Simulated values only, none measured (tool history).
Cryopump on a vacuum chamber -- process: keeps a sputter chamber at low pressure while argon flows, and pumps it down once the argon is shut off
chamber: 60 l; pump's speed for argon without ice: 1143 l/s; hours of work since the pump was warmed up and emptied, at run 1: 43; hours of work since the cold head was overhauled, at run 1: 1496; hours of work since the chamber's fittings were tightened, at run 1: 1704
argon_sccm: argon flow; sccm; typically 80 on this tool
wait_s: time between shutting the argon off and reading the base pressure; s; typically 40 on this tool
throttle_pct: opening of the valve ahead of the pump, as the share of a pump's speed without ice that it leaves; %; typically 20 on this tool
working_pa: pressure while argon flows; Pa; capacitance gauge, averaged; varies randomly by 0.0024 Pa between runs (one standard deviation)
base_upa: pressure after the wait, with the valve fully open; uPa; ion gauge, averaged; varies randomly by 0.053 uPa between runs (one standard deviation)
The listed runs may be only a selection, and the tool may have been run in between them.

run    hour  argon_sccm  wait_s  throttle_pct  hours of work since the pump was warmed up and emptied  hours of work since the cold head was overhauled  hours of work since the chamber's fittings were tightened  working_pa  base_upa
  1     0.0          80      40            20                                                      43                                              1496                                                       1704      0.5928      3.66
  2    70.1          80     190            20                                                      92                                              1545                                                       1753      0.5976      1.21
  3   142.7          80     190            20                                                     143                                              1596                                                       1804      0.5997      1.25
  4   242.5          80     190            20                                                     213                                              1666                                                       1874      0.6049      1.31
  5   329.8          80      40            20                                                     274                                              1727                                                       1935      0.6082      3.71
  6   422.6          80      40            20                                                     339                                              1793                                                       2000      0.6140      3.77
  7   525.1          80      40            20                                                     411                                              1864                                                       2072      0.6129      3.75
  8   581.7          80      40            20                                                     451                                              1904                                                       2112      0.6189      3.80
  9   641.1          80      40            20                                                     493                                              1946                                                       2154      0.6163      3.82
 10   721.0          80      30            20                                                     549                                              2002                                                       2210      0.6215      4.69
 11   799.3          80      30            20                                                     604                                              2057                                                       2265      0.6299      4.88
      838.3  -- leaking fittings of the chamber tightened, without venting
      878.4  -- pump warmed up, emptied and cooled again
 12   911.2          80      30            20                                                      23                                              2131                                                         48      0.5940      4.38
 13  1005.0          80      30            20                                                      89                                              2196                                                        114      0.5947      4.35
 14  1088.8          80      34            20                                                     148                                              2255                                                        172      0.6029      3.93
 15  1169.9          69      34            20                                                     205                                              2312                                                        229      0.5151      3.92
 16  1262.3          69      34            20                                                     269                                              2377                                                        294      0.5230      4.07
 17  1358.4          69      34            20                                                     337                                              2445                                                        362      0.5258      4.01
 18  1438.9         105     194            48                                                     393                                              2501                                                        418      0.3503      1.07
 19  1540.9          36     194            48                                                     465                                              2573                                                        490      0.1230      1.10
 20  1610.8         142      34            38                                                     514                                              2622                                                        539      0.6056      4.03
 21  1694.1         126     259            33                                                     573                                              2680                                                        597      0.6185      0.97
 22  1792.7          80      85            20                                                     642                                              2749                                                        666      0.6310      1.97
     1820.6  -- pump warmed up, emptied and cooled again
 23  1895.5         113      27            27                                                      53                                              2818                                                        735      0.6239      5.00
 24  1956.4          80      40            48                                                      95                                              2861                                                        778      0.2540      3.47
 25  2051.1          58     130            59                                                     162                                              2927                                                        844      0.1520      1.38
 26  2152.1          43      92            16                                                     233                                              2998                                                        915      0.4045      1.81
 27  2255.3          43      92            16                                                     305                                              3071                                                        988      0.4071      1.83
 28  2335.2         155     202            16                                                     361                                              3127                                                       1044      1.4726      1.18
 29  2407.3         155     202            16                                                     412                                              3177                                                       1094      1.4748      1.19
 30  2475.3         155     202            16                                                     460                                              3225                                                       1142      1.4833      1.23
 31  2529.0         155     230            16                                                     497                                              3263                                                       1180      1.4893      1.11
 32  2594.2         155     230            16                                                     543                                              3309                                                       1226      1.4945      1.18
 33  2662.2          80      26            20                                                     591                                              3356                                                       1273      0.6216      5.23

Run by run, hidden condition taken away, random variation retained:
The hidden state here: pump's speed, % of a pump's without ice; cold plate's temperature, K; leak into the chamber, uPa l/s; drift of the gauge itself on working_pa, %; drift of the gauge itself on base_upa, %.
run  working_pa  base_upa
  1      0.5886      3.35
  2      0.5910      0.90
  3      0.5907      0.91
  4      0.5925      0.93
  5      0.5926      3.31
  6      0.5948      3.34
  7      0.5901      3.29
  8      0.5937      3.32
  9      0.5888      3.32
 10      0.5904      4.17
 11      0.5948      4.31
 12      0.5904      4.34
 13      0.5884      4.29
 14      0.5939      3.85
 15      0.5052      3.83
 16      0.5100      3.95
 17      0.5097      3.88
 18      0.3213      0.91
 19      0.1112      0.91
 20      0.5540      3.82
 21      0.5670      0.74
 22      0.5937      1.71
 23      0.6169      4.83
 24      0.2470      3.29
 25      0.1448      1.18
 26      0.3973      1.57
 27      0.3979      1.57
 28      1.4338      0.89
 29      1.4306      0.88
 30      1.4329      0.91
 31      1.4346      0.77
 32      1.4343      0.81
 33      0.5874      4.85

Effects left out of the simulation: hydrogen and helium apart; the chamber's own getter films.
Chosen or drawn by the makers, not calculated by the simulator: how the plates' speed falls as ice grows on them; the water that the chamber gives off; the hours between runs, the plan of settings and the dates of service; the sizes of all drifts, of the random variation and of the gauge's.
